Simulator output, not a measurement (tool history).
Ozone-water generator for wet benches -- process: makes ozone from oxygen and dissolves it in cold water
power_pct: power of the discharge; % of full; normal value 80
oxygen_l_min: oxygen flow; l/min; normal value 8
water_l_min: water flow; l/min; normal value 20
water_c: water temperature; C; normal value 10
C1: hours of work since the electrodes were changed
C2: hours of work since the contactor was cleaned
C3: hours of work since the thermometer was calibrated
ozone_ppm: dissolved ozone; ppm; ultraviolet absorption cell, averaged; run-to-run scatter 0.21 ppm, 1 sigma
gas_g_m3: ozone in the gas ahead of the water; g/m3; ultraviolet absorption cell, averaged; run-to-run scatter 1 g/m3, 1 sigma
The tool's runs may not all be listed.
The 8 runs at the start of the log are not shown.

run 9 day=14.429 | power_pct=80 oxygen_l_min=8 water_l_min=20 water_c=17 | C1=948 C2=5743 C3=2893 | ozone_ppm=28.2 gas_g_m3=179.4
run 10 day=17.196 | power_pct=80 oxygen_l_min=8 water_l_min=20 water_c=16 | C1=1014 C2=5809 C3=2959 | ozone_ppm=28 gas_g_m3=179.6
run 11 day=18.75 | power_pct=80 oxygen_l_min=8 water_l_min=20 water_c=16 | C1=1051 C2=5846 C3=2997 | ozone_ppm=28.2 gas_g_m3=179.3
run 12 day=20.8 | power_pct=80 oxygen_l_min=8 water_l_min=20 water_c=16 | C1=1100 C2=5895 C3=3045 | ozone_ppm=27.9 gas_g_m3=181.3
run 13 day=22.875 | power_pct=80 oxygen_l_min=8 water_l_min=20 water_c=16 | C1=1150 C2=5944 C3=3095 | ozone_ppm=28.1 gas_g_m3=179.8
run 14 day=24.542 | power_pct=80 oxygen_l_min=8 water_l_min=20 water_c=16 | C1=1190 C2=5984 C3=3135 | ozone_ppm=28.4 gas_g_m3=179.7
run 15 day=26.125 | power_pct=80 oxygen_l_min=8 water_l_min=20 water_c=10 | C1=1227 C2=6022 C3=3172 | ozone_ppm=31.2 gas_g_m3=180.8
run 16 day=28.896 | power_pct=80 oxygen_l_min=8 water_l_min=20 water_c=10 | C1=1293 C2=6088 C3=3238 | ozone_ppm=31.6 gas_g_m3=182.1
run 17 day=30.396 | power_pct=80 oxygen_l_min=8 water_l_min=20 water_c=10 | C1=1329 C2=6124 C3=3274 | ozone_ppm=31.4 gas_g_m3=180.9
run 18 day=32.792 | power_pct=46 oxygen_l_min=8 water_l_min=20 water_c=5 | C1=1386 C2=6181 C3=3331 | ozone_ppm=21.2 gas_g_m3=115
run 19 day=33.908 | power_pct=80 oxygen_l_min=8 water_l_min=20 water_c=7 | C1=1413 C2=6208 C3=3358 | ozone_ppm=32.7 gas_g_m3=183.6
run 20 day=35.6 | power_pct=80 oxygen_l_min=8.52 water_l_min=20 water_c=9 | C1=1453 C2=6248 C3=3398 | ozone_ppm=31.4 gas_g_m3=176.6
run 21 day=37.275 | power_pct=80 oxygen_l_min=8.24 water_l_min=18 water_c=18 | C1=1493 C2=6288 C3=3438 | ozone_ppm=28.7 gas_g_m3=177.8
run 22 day=39.029 | power_pct=80 oxygen_l_min=8 water_l_min=20 water_c=18 | C1=1535 C2=6330 C3=3480 | ozone_ppm=27.3 gas_g_m3=182
run 23 day=40.858 | power_pct=80 oxygen_l_min=8 water_l_min=18 water_c=10 | C1=1579 C2=6373 C3=3524 | ozone_ppm=33.7 gas_g_m3=179.7
run 24 day=42.15 | power_pct=80 oxygen_l_min=10.64 water_l_min=20 water_c=10 | C1=1609 C2=6404 C3=3554 | ozone_ppm=30.6 gas_g_m3=156.9
run 25 day=44.525 | power_pct=80 oxygen_l_min=10.99 water_l_min=18 water_c=10 | C1=1666 C2=6461 C3=3611 | ozone_ppm=32.5 gas_g_m3=154.5
run 26 day=46.408 | power_pct=48 oxygen_l_min=8 water_l_min=20 water_c=9 | C1=1711 C2=6506 C3=3656 | ozone_ppm=20.7 gas_g_m3=119.7
run 27 day=48.229 | power_pct=48 oxygen_l_min=8 water_l_min=20 water_c=9 | C1=1754 C2=6549 C3=3699 | ozone_ppm=21 gas_g_m3=119.4
run 28 day=50.196 | power_pct=48 oxygen_l_min=8 water_l_min=20 water_c=9 | C1=1801 C2=6596 C3=3746 | ozone_ppm=20.8 gas_g_m3=120.5
run 29 day=51.862 | power_pct=48 oxygen_l_min=8 water_l_min=20 water_c=9 | C1=1841 C2=6636 C3=3786 | ozone_ppm=20.9 gas_g_m3=120.9
run 30 day=53.667 | power_pct=42 oxygen_l_min=8 water_l_min=14 water_c=10 | C1=1884 C2=6679 C3=3829 | ozone_ppm=23.4 gas_g_m3=108.1
run 31 day=55.892 | power_pct=70 oxygen_l_min=4.85 water_l_min=20 water_c=5 | C1=1937 C2=6732 C3=3882 | ozone_ppm=29.5 gas_g_m3=215.4
run 32 day=58.179 | power_pct=90 oxygen_l_min=4.85 water_l_min=13 water_c=5 | C1=1992 C2=6786 C3=3937 | ozone_ppm=51.3 gas_g_m3=267.6
run 33 day=60.475 | power_pct=40 oxygen_l_min=6.74 water_l_min=13 water_c=5 | C1=2046 C2=6841 C3=3991 | ozone_ppm=26.2 gas_g_m3=113.6

Here are 3 independent what-if runs from the current tool condition. What would each one return?
run A day=62.579 | power_pct=84 oxygen_l_min=9.21 water_l_min=13 water_c=5 | C1=2097 C2=6891 C3=4042 | ozone_ppm=? gas_g_m3=?
run B day=62.579 | power_pct=80 oxygen_l_min=8 water_l_min=18 water_c=10 | C1=2097 C2=6891 C3=4042 | ozone_ppm=? gas_g_m3=?
run C day=62.579 | power_pct=59 oxygen_l_min=8 water_l_min=25 water_c=10 | C1=2097 C2=6891 C3=4042 | ozone_ppm=? gas_g_m3=?

run=A ozone_ppm=46.3 gas_g_m3=178.6
run=B ozone_ppm=34 gas_g_m3=183.1
run=C ozone_ppm=20.3 gas_g_m3=141.7
Stripped of hidden state, with their random variation kept, the same runs would have yielded:
run=A ozone_ppm=46.3 gas_g_m3=174.1
run=B ozone_ppm=34 gas_g_m3=178.4
run=C ozone_ppm=20.3 gas_g_m3=138.1
